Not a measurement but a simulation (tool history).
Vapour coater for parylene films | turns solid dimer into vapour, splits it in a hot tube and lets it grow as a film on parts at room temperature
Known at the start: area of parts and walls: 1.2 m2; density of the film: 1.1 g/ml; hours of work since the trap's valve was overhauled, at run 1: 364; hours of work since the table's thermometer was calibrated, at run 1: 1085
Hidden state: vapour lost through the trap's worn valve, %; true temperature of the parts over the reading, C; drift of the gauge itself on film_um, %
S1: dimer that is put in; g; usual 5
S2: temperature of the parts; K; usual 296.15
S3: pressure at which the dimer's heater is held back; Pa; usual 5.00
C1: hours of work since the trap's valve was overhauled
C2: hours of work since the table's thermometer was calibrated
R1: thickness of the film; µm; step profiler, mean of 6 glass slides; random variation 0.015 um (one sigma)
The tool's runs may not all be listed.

Run 1, hour 0.0: usual settings; C1 364; C2 1085. Result: R1 2.16 µm.
Run 2, hour 38.6: usual settings; C1 385; C2 1106. Result: R1 2.13 µm.
At hour 60.7: trap's valve overhauled.
Run 3, hour 102.3: usual settings; C1 22; C2 1138. Result: R1 2.38 µm.
Run 4, hour 162.2: usual settings; C1 54; C2 1170. Result: R1 2.34 µm.
Run 5, hour 220.4: usual settings; C1 86; C2 1201. Result: R1 2.36 µm.
Run 6, hour 257.4: usual settings; C1 106; C2 1221. Result: R1 2.32 µm.
Run 7, hour 315.7: usual settings but S3 10.70 Pa; C1 137; C2 1253. Result: R1 2.00 µm.
Run 8, hour 373.4: usual settings but S1 6 g; C1 168; C2 1284. Result: R1 2.73 µm.
Run 9, hour 434.2: usual settings but S1 6 g; C1 201; C2 1316. Result: R1 2.72 µm.
Run 10, hour 460.8: usual settings but S1 6 g; C1 215; C2 1331. Result: R1 2.72 µm.
Run 11, hour 495.2: usual settings but S2 304.15 K; C1 233; C2 1349. Result: R1 1.96 µm.
Run 12, hour 539.7: usual settings but S2 304.15 K; C1 257; C2 1373. Result: R1 1.96 µm.
Run 13, hour 588.2: usual settings but S2 305.15 K; C1 283; C2 1399. Result: R1 1.91 µm.
Run 14, hour 629.5: usual settings but S2 305.15 K; C1 305; C2 1421. Result: R1 1.91 µm.
Run 15, hour 670.3: usual settings but S2 305.15 K; C1 327; C2 1443. Result: R1 1.89 µm.
Run 16, hour 729.1: usual settings; C1 359; C2 1475. Result: R1 2.18 µm.
Run 17, hour 762.6: usual settings but S3 5.96 Pa; C1 377; C2 1493. Result: R1 2.11 µm.
At hour 799.1: trap's valve overhauled.
Run 18, hour 830.4: usual settings but S3 5.96 Pa; C1 17; C2 1527. Result: R1 2.31 µm.
Run 19, hour 871.7: usual settings but S2 289.15 K; C1 39; C2 1549. Result: R1 2.66 µm.
Run 20, hour 917.9: usual settings but S2 289.15 K; C1 64; C2 1574. Result: R1 2.60 µm.
Run 21, hour 963.3: usual settings but S2 289.15 K; C1 88; C2 1598. Result: R1 2.61 µm.
Run 22, hour 1023.0: usual settings but S1 8 g, S2 293.15 K; C1 120; C2 1630. Result: R1 3.88 µm.
Run 23, hour 1078.1: usual settings but S1 8 g, S2 293.15 K; C1 150; C2 1660. Result: R1 3.88 µm.
Run 24, hour 1122.7: usual settings but S1 4 g, S2 300.15 K, S3 7.37 Pa; C1 174; C2 1684. Result: R1 1.58 µm.
Run 25, hour 1175.5: usual settings but S1 3 g, S2 303.15 K, S3 5.33 Pa; C1 202; C2 1712. Result: R1 1.21 µm.
Run 26, hour 1211.6: usual settings but S1 4 g, S3 8.00 Pa; C1 222; C2 1732. Result: R1 1.66 µm.
Run 27, hour 1245.8: usual settings but S1 4 g, S3 8.00 Pa; C1 240; C2 1750. Result: R1 1.65 µm.
At hour 1257.4: table's thermometer calibrated.
Run 28, hour 1282.6: usual settings but S2 292.15 K, S3 5.21 Pa; C1 259; C2 14. Result: R1 2.35 µm.
Run 29, hour 1322.5: usual settings but S2 301.15 K; C1 281; C2 35. Result: R1 1.99 µm.
Run 30, hour 1378.5: usual settings but S1 4 g, S2 297.15 K, S3 3.77 Pa; C1 311; C2 65. Result: R1 1.78 µm.
Run 31, hour 1431.2: usual settings but S1 6 g, S3 6.91 Pa; C1 339; C2 93. Result: R1 2.44 µm.
Run 32, hour 1480.5: usual settings but S1 6 g, S2 305.15 K, S3 9.14 Pa; C1 365; C2 120. Result: R1 1.96 µm.
At hour 1538.7: trap's valve overhauled.
Run 33, hour 1544.3: usual settings but S1 8 g, S2 304.15 K; C1 3; C2 152. Result: R1 3.30 µm.
Run 34, hour 1603.6: usual settings but S1 6 g, S2 291.15 K; C1 35; C2 184. Result: R1 3.04 µm.
Run 35, hour 1632.1: usual settings but S1 6 g, S2 291.15 K; C1 50; C2 199. Result: R1 3.04 µm.
Run 36, hour 1663.3: usual settings but S2 292.15 K, S3 5.94 Pa; C1 67; C2 216. Result: R1 2.42 µm.
Run 37, hour 1719.1: usual settings but S2 295.15 K; C1 97; C2 246. Result: R1 2.33 µm.
Run 38, hour 1751.6: usual settings but S1 3 g, S2 307.15 K; C1 114; C2 263. Result: R1 1.16 µm.
Run 39, hour 1779.4: usual settings but S1 4 g, S2 305.15 K, S3 3.61 Pa; C1 129; C2 278. Result: R1 1.68 µm.
Run 40, hour 1828.6: usual settings but S1 4 g, S2 305.15 K, S3 3.61 Pa; C1 156; C2 305. Result: R1 1.67 µm.
Run 41, hour 1874.7: usual settings but S1 4 g, S2 294.15 K, S3 2.43 Pa; C1 180; C2 329. Result: R1 2.13 µm.
Run 42, hour 1928.1: usual settings but S1 3 g, S2 307.15 K, S3 8.10 Pa; C1 209; C2 358. Result: R1 1.04 µm.

3 ways to go on from here, each from the tool as it stands after run 42. What would each give?
Run A, hour 1961.2: usual settings but S1 4 g, S2 289.15 K, S3 3.47 Pa; C1 227; C2 376. Result: R1 ?.
Run B, hour 1961.2: usual settings but S1 2 g, S2 307.15 K, S3 8.10 Pa; C1 227; C2 376. Result: R1 ?.
Run C, hour 1961.2: usual settings but S1 3 g, S2 293.15 K, S3 4.18 Pa; C1 227; C2 376. Result: R1 ?.

run    R1
  A  2.12
  B  0.69
  C  1.45
Without the tool's hidden state the same runs would have given:
run    R1
  A  2.24
  B  0.73
  C  1.53

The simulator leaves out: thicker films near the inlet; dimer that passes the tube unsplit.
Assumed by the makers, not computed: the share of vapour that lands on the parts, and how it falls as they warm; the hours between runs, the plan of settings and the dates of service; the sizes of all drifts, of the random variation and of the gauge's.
